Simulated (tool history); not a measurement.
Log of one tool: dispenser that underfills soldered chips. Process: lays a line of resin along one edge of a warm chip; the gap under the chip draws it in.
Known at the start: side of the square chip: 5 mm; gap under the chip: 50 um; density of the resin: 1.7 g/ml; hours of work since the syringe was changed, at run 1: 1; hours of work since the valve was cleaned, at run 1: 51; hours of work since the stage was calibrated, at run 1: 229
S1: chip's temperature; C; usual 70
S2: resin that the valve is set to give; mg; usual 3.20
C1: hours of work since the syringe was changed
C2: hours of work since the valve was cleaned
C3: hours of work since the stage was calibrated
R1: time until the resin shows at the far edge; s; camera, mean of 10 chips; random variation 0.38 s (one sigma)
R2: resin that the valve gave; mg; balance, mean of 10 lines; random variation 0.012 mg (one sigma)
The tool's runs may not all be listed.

Run 1, hour 0.0: usual settings; C1 1; C2 51; C3 229. Result: R1 26.0 s, R2 3.10 mg.
At hour 15.1: new syringe of resin.
Run 2, hour 15.6: usual settings; C1 0; C2 61; C3 240. Result: R1 25.8 s, R2 3.08 mg.
Run 3, hour 28.3: usual settings; C1 9; C2 70; C3 249. Result: R1 52.3 s, R2 3.06 mg.
At hour 30.5: new syringe of resin.
Run 4, hour 43.7: usual settings; C1 9; C2 81; C3 259. Result: R1 51.9 s, R2 3.05 mg.
At hour 47.1: new syringe of resin.
Run 5, hour 58.3: usual settings; C1 8; C2 91; C3 269. Result: R1 46.7 s, R2 3.07 mg.
At hour 63.6: new syringe of resin.
At hour 74.3: dispensing valve cleaned and set on the balance.
Run 6, hour 76.4: usual settings; C1 8; C2 1; C3 281. Result: R1 49.4 s, R2 3.18 mg.
At hour 80.6: new syringe of resin.
Run 7, hour 85.3: usual settings; C1 3; C2 7; C3 287. Result: R1 33.7 s, R2 3.20 mg.
At hour 96.7: new syringe of resin.
Run 8, hour 100.3: usual settings; C1 3; C2 18; C3 297. Result: R1 29.6 s, R2 3.17 mg.
Run 9, hour 109.1: usual settings; C1 9; C2 24; C3 304. Result: R1 49.9 s, R2 3.15 mg.
At hour 113.6: new syringe of resin.
Run 10, hour 123.0: usual settings; C1 7; C2 33; C3 313. Result: R1 42.5 s, R2 3.12 mg.
At hour 129.6: new syringe of resin.
Run 11, hour 136.0: usual settings; C1 4; C2 42; C3 322. Result: R1 36.7 s, R2 3.10 mg.
At hour 145.1: new syringe of resin.
At hour 149.4: stage's temperature calibrated.
Run 12, hour 150.7: usual settings; C1 3; C2 52; C3 1. Result: R1 31.3 s, R2 3.11 mg.
Run 13, hour 158.9: usual settings; C1 9; C2 57; C3 7. Result: R1 49.2 s, R2 3.08 mg.
At hour 161.7: new syringe of resin.
Run 14, hour 166.6: usual settings; C1 3; C2 62; C3 12. Result: R1 32.3 s, R2 3.08 mg.
Run 15, hour 176.5: usual settings but S2 3.30 mg; C1 10; C2 69; C3 19. Result: R1 55.1 s, R2 3.16 mg.
At hour 177.6: new syringe of resin.
Run 16, hour 185.5: usual settings but S2 2.84 mg; C1 6; C2 75; C3 25. Result: R1 39.0 s, R2 2.70 mg.
At hour 193.9: new syringe of resin.
Run 17, hour 202.4: usual settings but S1 66 C; C1 6; C2 87; C3 36. Result: R1 49.4 s, R2 3.03 mg.
At hour 209.7: new syringe of resin.
Run 18, hour 211.2: usual settings; C1 1; C2 93; C3 42. Result: R1 26.3 s, R2 3.00 mg.
Run 19, hour 220.3: usual settings; C1 7; C2 99; C3 49. Result: R1 44.5 s, R2 3.02 mg.
At hour 223.6: dispensing valve cleaned and set on the balance.
At hour 226.7: new syringe of resin.
Run 20, hour 234.8: usual settings but S1 77 C, S2 3.97 mg; C1 6; C2 8; C3 58. Result: R1 26.1 s, R2 3.95 mg.
At hour 242.6: new syringe of resin.
Run 21, hour 251.2: usual settings but S1 73 C, S2 3.97 mg; C1 6; C2 19; C3 69. Result: R1 33.0 s, R2 3.93 mg.
At hour 258.4: new syringe of resin.
Run 22, hour 263.8: usual settings but S1 73 C, S2 3.97 mg; C1 4; C2 27; C3 78. Result: R1 27.4 s, R2 3.90 mg.
Run 23, hour 271.2: usual settings but S1 63 C, S2 2.96 mg; C1 9; C2 33; C3 83. Result: R1 76.6 s, R2 2.89 mg.
At hour 273.8: new syringe of resin.
Run 24, hour 284.0: usual settings but S1 63 C, S2 2.96 mg; C1 7; C2 41; C3 92. Result: R1 65.5 s, R2 2.88 mg.
At hour 290.5: new syringe of resin.
Run 25, hour 294.7: usual settings but S1 63 C, S2 2.96 mg; C1 3; C2 49; C3 99. Result: R1 47.4 s, R2 2.88 mg.
Run 26, hour 303.0: usual settings but S1 84 C, S2 3.29 mg; C1 9; C2 54; C3 105. Result: R1 24.5 s, R2 3.18 mg.
At hour 307.0: new syringe of resin.
Run 27, hour 316.5: usual settings but S1 84 C, S2 3.29 mg; C1 7; C2 64; C3 114. Result: R1 21.2 s, R2 3.15 mg.
At hour 322.9: new syringe of resin.
Run 28, hour 324.3: usual settings but S1 84 C, S2 3.29 mg; C1 1; C2 69; C3 119. Result: R1 13.0 s, R2 3.17 mg.
At hour 338.8: new syringe of resin.
Run 29, hour 339.5: usual settings but S1 66 C; C1 0; C2 79; C3 129. Result: R1 31.7 s, R2 3.05 mg.
At hour 355.1: new syringe of resin.
Run 30, hour 355.6: usual settings but S1 55 C, S2 2.95 mg; C1 0; C2 90; C3 140. Result: R1 61.7 s, R2 2.81 mg.
At hour 370.6: new syringe of resin.
At hour 372.8: dispensing valve cleaned and set on the balance.
Run 31, hour 372.9: usual settings but S1 55 C, S2 2.95 mg; C1 1; C2 0; C3 152. Result: R1 64.7 s, R2 2.95 mg.
At hour 387.4: new syringe of resin.
Run 32, hour 388.9: usual settings but S1 55 C, S2 3.55 mg; C1 1; C2 11; C3 163. Result: R1 62.5 s, R2 3.54 mg.
Run 33, hour 397.2: usual settings but S1 69 C, S2 4.01 mg; C1 7; C2 17; C3 168. Result: R1 43.5 s, R2 3.97 mg.
At hour 403.5: new syringe of resin.
Run 34, hour 410.6: usual settings but S1 69 C, S2 4.01 mg; C1 5; C2 26; C3 177. Result: R1 38.3 s, R2 3.97 mg.
At hour 419.1: new syringe of resin.
Run 35, hour 423.5: usual settings but S1 69 C, S2 3.73 mg; C1 3; C2 35; C3 186. Result: R1 32.5 s, R2 3.64 mg.

The same runs without the tool's hidden state, with the same run-to-run variation:
The hidden state here: resin's viscosity, % of fresh resin's; dose that the valve gives, % of what is set; true chip temperature over the reading, C; drift of the gauge itself on fill_s, %; drift of the gauge itself on given_mg, %.
run    R1    R2
  1  23.8  3.19
  2  24.3  3.19
  3  23.6  3.18
  4  23.4  3.19
  5  23.7  3.23
  6  24.1  3.20
  7  24.5  3.22
  8  23.0  3.21
  9  23.8  3.20
 10  23.2  3.20
 11  23.7  3.19
 12  23.5  3.21
 13  23.0  3.20
 14  23.6  3.20
 15  22.9  3.30
 16  23.8  2.84
 17  29.3  3.20
 18  23.4  3.18
 19  23.4  3.21
 20  16.0  3.97
 21  19.1  3.98
 22  19.5  3.97
 23  35.8  2.96
 24  35.7  2.96
 25  35.2  2.97
 26  11.4  3.29
 27  11.8  3.27
 28  11.3  3.31
 29  29.7  3.20
 30  56.0  2.96
 31  56.2  2.95
 32  54.8  3.56
 33  23.9  4.01
 34  24.2  4.02
 35  24.2  3.71

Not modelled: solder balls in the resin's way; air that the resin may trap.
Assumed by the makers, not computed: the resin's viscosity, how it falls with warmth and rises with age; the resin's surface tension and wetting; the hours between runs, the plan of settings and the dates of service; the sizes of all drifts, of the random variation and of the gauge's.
